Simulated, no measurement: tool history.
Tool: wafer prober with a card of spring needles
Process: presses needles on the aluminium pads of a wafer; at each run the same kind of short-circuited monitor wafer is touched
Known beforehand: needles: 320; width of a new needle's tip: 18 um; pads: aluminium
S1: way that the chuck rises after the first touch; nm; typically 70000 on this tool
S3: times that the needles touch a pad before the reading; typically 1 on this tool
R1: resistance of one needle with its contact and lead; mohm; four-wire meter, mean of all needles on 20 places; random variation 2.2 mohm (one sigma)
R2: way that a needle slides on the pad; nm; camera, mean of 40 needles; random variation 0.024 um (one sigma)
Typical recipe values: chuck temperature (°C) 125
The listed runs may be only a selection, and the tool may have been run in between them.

{"run": 1, "hour": 0.0, "S1": 70000, "chuck temperature (°C)": 125, "S3": 1, "R1": 253, "R2": 17680}
{"run": 2, "hour": 11.5, "S1": 70000, "chuck temperature (°C)": 125, "S3": 1, "R1": 485, "R2": 17670}
{"hour": 15.5, "done": "tips cleaned on abrasive film"}
{"run": 3, "hour": 27.1, "S1": 67000, "chuck temperature (°C)": 125, "S3": 1, "R1": 519, "R2": 16870}
{"hour": 32.0, "done": "tips cleaned on abrasive film"}
{"run": 4, "hour": 41.7, "S1": 67000, "chuck temperature (°C)": 125, "S3": 1, "R1": 519, "R2": 16870}
{"hour": 48.9, "done": "tips cleaned on abrasive film"}
{"run": 5, "hour": 56.6, "S1": 67000, "chuck temperature (°C)": 125, "S3": 1, "R1": 509, "R2": 16880}
{"hour": 64.3, "done": "tips cleaned on abrasive film"}
{"run": 6, "hour": 70.8, "S1": 67000, "chuck temperature (°C)": 125, "S3": 1, "R1": 505, "R2": 16870}
{"hour": 80.8, "done": "tips cleaned on abrasive film"}
{"run": 7, "hour": 85.4, "S1": 51000, "chuck temperature (°C)": 125, "S3": 1, "R1": 625, "R2": 12790}
{"hour": 96.6, "done": "tips cleaned on abrasive film"}
{"run": 8, "hour": 105.9, "S1": 53000, "chuck temperature (°C)": 125, "S3": 1, "R1": 686, "R2": 13270}
{"hour": 112.0, "done": "tips cleaned on abrasive film"}
{"run": 9, "hour": 115.6, "S1": 53000, "chuck temperature (°C)": 125, "S3": 2, "R1": 437, "R2": 13220}
{"hour": 128.9, "done": "tips cleaned on abrasive film"}
{"run": 10, "hour": 132.3, "S1": 53000, "chuck temperature (°C)": 125, "S3": 2, "R1": 423, "R2": 13210}
{"hour": 144.1, "done": "tips cleaned on abrasive film"}
{"run": 11, "hour": 150.1, "S1": 53000, "chuck temperature (°C)": 125, "S3": 2, "R1": 489, "R2": 13200}
{"hour": 159.5, "done": "tips cleaned on abrasive film"}
{"run": 12, "hour": 164.1, "S1": 53000, "chuck temperature (°C)": 125, "S3": 2, "R1": 468, "R2": 13180}
{"hour": 175.7, "done": "tips cleaned on abrasive film"}
{"run": 13, "hour": 184.9, "S1": 53000, "chuck temperature (°C)": 125, "S3": 2, "R1": 512, "R2": 13140}
{"hour": 192.3, "done": "tips cleaned on abrasive film"}
{"run": 14, "hour": 205.7, "S1": 77000, "chuck temperature (°C)": 125, "S3": 1, "R1": 459, "R2": 19220}
{"hour": 208.6, "done": "tips cleaned on abrasive film"}
{"run": 15, "hour": 217.9, "S1": 77000, "chuck temperature (°C)": 125, "S3": 1, "R1": 457, "R2": 19200}
{"hour": 225.4, "done": "tips cleaned on abrasive film"}
{"run": 16, "hour": 235.1, "S1": 77000, "chuck temperature (°C)": 125, "S3": 1, "R1": 460, "R2": 19250}
{"hour": 240.6, "done": "tips cleaned on abrasive film"}
{"run": 17, "hour": 252.6, "S1": 70000, "chuck temperature (°C)": 32, "S3": 1, "R1": 535, "R2": 17400}
{"hour": 256.0, "done": "tips cleaned on abrasive film"}
{"hour": 272.1, "done": "tips cleaned on abrasive film"}
{"run": 18, "hour": 273.0, "S1": 84000, "chuck temperature (°C)": 96, "S3": 1, "R1": 283, "R2": 20840}
{"hour": 275.4, "done": "height of the first contact set anew"}
{"hour": 287.6, "done": "tips cleaned on abrasive film"}
{"run": 19, "hour": 288.2, "S1": 73000, "chuck temperature (°C)": 85, "S3": 1, "R1": 306, "R2": 17840}
{"run": 20, "hour": 302.2, "S1": 73000, "chuck temperature (°C)": 85, "S3": 1, "R1": 515, "R2": 17770}
{"hour": 303.6, "done": "tips cleaned on abrasive film"}
{"run": 21, "hour": 314.9, "S1": 73000, "chuck temperature (°C)": 85, "S3": 1, "R1": 504, "R2": 17790}
{"hour": 319.2, "done": "tips cleaned on abrasive film"}
{"run": 22, "hour": 327.8, "S1": 75000, "chuck temperature (°C)": 125, "S3": 2, "R1": 384, "R2": 18240}
{"hour": 334.4, "done": "tips cleaned on abrasive film"}
{"run": 23, "hour": 344.2, "S1": 54000, "chuck temperature (°C)": 80, "S3": 2, "R1": 547, "R2": 12940}
{"hour": 351.3, "done": "tips cleaned on abrasive film"}
{"run": 24, "hour": 365.4, "S1": 62000, "chuck temperature (°C)": 69, "S3": 2, "R1": 482, "R2": 14920}
{"hour": 367.0, "done": "tips cleaned on abrasive film"}
{"hour": 371.5, "done": "height of the first contact set anew, once more"}
{"hour": 383.5, "done": "tips cleaned on abrasive film"}
{"run": 25, "hour": 387.0, "S1": 70000, "chuck temperature (°C)": 39, "S3": 1, "R1": 425, "R2": 17790}
{"hour": 399.5, "done": "tips cleaned on abrasive film"}
{"run": 26, "hour": 402.8, "S1": 72000, "chuck temperature (°C)": 125, "S3": 1, "R1": 395, "R2": 18210}
{"hour": 415.5, "done": "tips cleaned on abrasive film"}
{"run": 27, "hour": 425.2, "S1": 89000, "chuck temperature (°C)": 45, "S3": 3, "R1": 291, "R2": 22510}
{"hour": 431.6, "done": "tips cleaned on abrasive film"}
{"run": 28, "hour": 442.3, "S1": 70000, "chuck temperature (°C)": 55, "S3": 1, "R1": 516, "R2": 17670}
{"hour": 448.0, "done": "tips cleaned on abrasive film"}
{"run": 29, "hour": 461.2, "S1": 70000, "chuck temperature (°C)": 72, "S3": 1, "R1": 525, "R2": 17660}
{"hour": 464.7, "done": "tips cleaned on abrasive film"}
{"hour": 480.3, "done": "tips cleaned on abrasive film"}
{"run": 30, "hour": 484.4, "S1": 70000, "chuck temperature (°C)": 72, "S3": 1, "R1": 440, "R2": 17620}
{"hour": 495.6, "done": "tips cleaned on abrasive film"}
{"run": 31, "hour": 501.3, "S1": 87000, "chuck temperature (°C)": 36, "S3": 1, "R1": 397, "R2": 21930}
{"hour": 511.3, "done": "tips cleaned on abrasive film"}
{"run": 32, "hour": 516.4, "S1": 51000, "chuck temperature (°C)": 47, "S3": 1, "R1": 717, "R2": 12780}
{"hour": 527.8, "done": "tips cleaned on abrasive film"}
{"run": 33, "hour": 531.5, "S1": 70000, "chuck temperature (°C)": 125, "S3": 1, "R1": 430, "R2": 17590}

Some steps in R1, run to run, broken into two amounts with sign: the step expected even without the hidden condition (settings, incoming material, random variation), and the rest, left for the hidden condition together with whatever gauge scatter is not in both the measured and the hidden-condition-free result:
The tool's hidden condition here consists of: debris on the tips, nm; way that the needles fall short of the set height, um; tips' diameter, um; drift of the gauge itself on contact_mohm, %; drift of the gauge itself on scrub_um, %.
Run 17 -> 18: S1 70000 -> 84000, chuck temperature (°C) 32 -> 96, tips cleaned on abrasive film, tips cleaned on abrasive film. R1 -252 mohm: hidden state -262, all else +10.
Run 31 -> 32: S1 87000 -> 51000, chuck temperature (°C) 36 -> 47, tips cleaned on abrasive film. R1 +320 mohm: hidden state +302, all else +18.
Run 32 -> 33: S1 51000 -> 70000, chuck temperature (°C) 47 -> 125, tips cleaned on abrasive film. R1 -287 mohm: hidden state -294, all else +7.

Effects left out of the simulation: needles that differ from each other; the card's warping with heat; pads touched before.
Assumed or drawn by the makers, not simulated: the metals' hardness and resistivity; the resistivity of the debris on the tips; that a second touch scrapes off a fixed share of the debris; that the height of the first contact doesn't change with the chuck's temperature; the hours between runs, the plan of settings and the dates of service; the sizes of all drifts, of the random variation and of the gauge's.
